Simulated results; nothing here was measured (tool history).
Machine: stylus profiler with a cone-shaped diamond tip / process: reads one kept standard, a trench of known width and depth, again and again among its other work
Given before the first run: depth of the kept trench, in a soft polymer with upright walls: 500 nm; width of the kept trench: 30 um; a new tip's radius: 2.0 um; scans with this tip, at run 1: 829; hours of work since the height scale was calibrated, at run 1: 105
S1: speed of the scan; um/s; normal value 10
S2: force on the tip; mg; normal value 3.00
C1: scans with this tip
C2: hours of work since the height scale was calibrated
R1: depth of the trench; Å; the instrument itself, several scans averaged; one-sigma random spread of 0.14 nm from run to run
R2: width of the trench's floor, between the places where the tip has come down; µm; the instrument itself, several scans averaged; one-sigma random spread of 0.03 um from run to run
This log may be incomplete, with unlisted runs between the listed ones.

Run 1, hour 0.0: usual settings; C1 829; C2 105. Result: R1 5044.5 Å, R2 27.28 µm.
Run 2, hour 7.3: usual settings; C1 857; C2 109. Result: R1 5044.2 Å, R2 27.30 µm.
Run 3, hour 23.7: usual settings; C1 920; C2 117. Result: R1 5043.2 Å, R2 27.33 µm.
Run 4, hour 35.6: usual settings but S2 1.39 mg; C1 966; C2 122. Result: R1 5022.8 Å, R2 27.34 µm.
Run 5, hour 43.0: usual settings; C1 994; C2 126. Result: R1 5044.8 Å, R2 27.31 µm.
Run 6, hour 54.5: usual settings; C1 1038; C2 132. Result: R1 5044.5 Å, R2 27.29 µm.
Run 7, hour 70.4: usual settings; C1 1099; C2 139. Result: R1 5041.8 Å, R2 27.32 µm.
Run 8, hour 78.9: usual settings; C1 1132; C2 143. Result: R1 5043.5 Å, R2 27.32 µm.
Run 9, hour 90.1: usual settings; C1 1175; C2 149. Result: R1 5045.0 Å, R2 27.33 µm.
Run 10, hour 100.2: usual settings but S2 1.66 mg; C1 1214; C2 154. Result: R1 5026.9 Å, R2 27.23 µm.
Run 11, hour 113.0: usual settings but S1 7 um/s, S2 1.66 mg; C1 1263; C2 160. Result: R1 5031.7 Å, R2 27.28 µm.
Run 12, hour 120.1: usual settings but S1 7 um/s, S2 7.96 mg; C1 1290; C2 163. Result: R1 5085.0 Å, R2 27.36 µm.
Run 13, hour 133.4: usual settings; C1 1341; C2 170. Result: R1 5043.3 Å, R2 27.30 µm.
Run 14, hour 142.2: usual settings but S2 8.21 mg; C1 1375; C2 174. Result: R1 5085.0 Å, R2 27.35 µm.
Run 15, hour 155.3: usual settings but S1 9 um/s, S2 1.82 mg; C1 1425; C2 181. Result: R1 5032.6 Å, R2 27.30 µm.
Run 16, hour 166.1: usual settings but S1 9 um/s, S2 3.49 mg; C1 1466; C2 186. Result: R1 5048.1 Å, R2 27.33 µm.
Run 17, hour 173.2: usual settings but S1 9 um/s, S2 3.49 mg; C1 1494; C2 189. Result: R1 5047.6 Å, R2 27.32 µm.
Run 18, hour 186.0: usual settings but S1 4 um/s, S2 1.38 mg; C1 1543; C2 196. Result: R1 5025.2 Å, R2 27.31 µm.
Run 19, hour 197.0: usual settings but S1 4 um/s, S2 1.38 mg; C1 1585; C2 201. Result: R1 5026.0 Å, R2 27.30 µm.
Run 20, hour 210.4: usual settings but S1 20 um/s, S2 3.34 mg; C1 1637; C2 207. Result: R1 5050.5 Å, R2 27.26 µm.
Run 21, hour 225.9: usual settings but S1 20 um/s, S2 3.34 mg; C1 1696; C2 215. Result: R1 5047.0 Å, R2 27.27 µm.
Run 22, hour 235.1: usual settings but S1 39 um/s, S2 8.27 mg; C1 1731; C2 219. Result: R1 5086.0 Å, R2 27.25 µm.
Run 23, hour 247.8: usual settings but S1 9 um/s, S2 2.21 mg; C1 1780; C2 226. Result: R1 5032.8 Å, R2 27.30 µm.
Run 24, hour 256.8: usual settings but S1 9 um/s, S2 2.21 mg; C1 1815; C2 230. Result: R1 5034.2 Å, R2 27.29 µm.
Run 25, hour 267.9: usual settings but S1 9 um/s, S2 2.21 mg; C1 1858; C2 235. Result: R1 5034.0 Å, R2 27.30 µm.
Run 26, hour 276.9: usual settings but S1 5 um/s, S2 7.48 mg; C1 1892; C2 240. Result: R1 5081.8 Å, R2 27.34 µm.
Run 27, hour 288.6: usual settings; C1 1937; C2 245. Result: R1 5045.3 Å, R2 27.27 µm.

What will run 28 give?
Run 28, hour 297.9: usual settings; C1 1973; C2 250. Result: R1 ?, R2 ?.

Run 28 measured R1 5042.5 Å, R2 27.34 µm.
Were there no unlogged condition in the tool, this run, its random variation unchanged, would have produced R1 5042.5 Å, R2 27.34 µm.
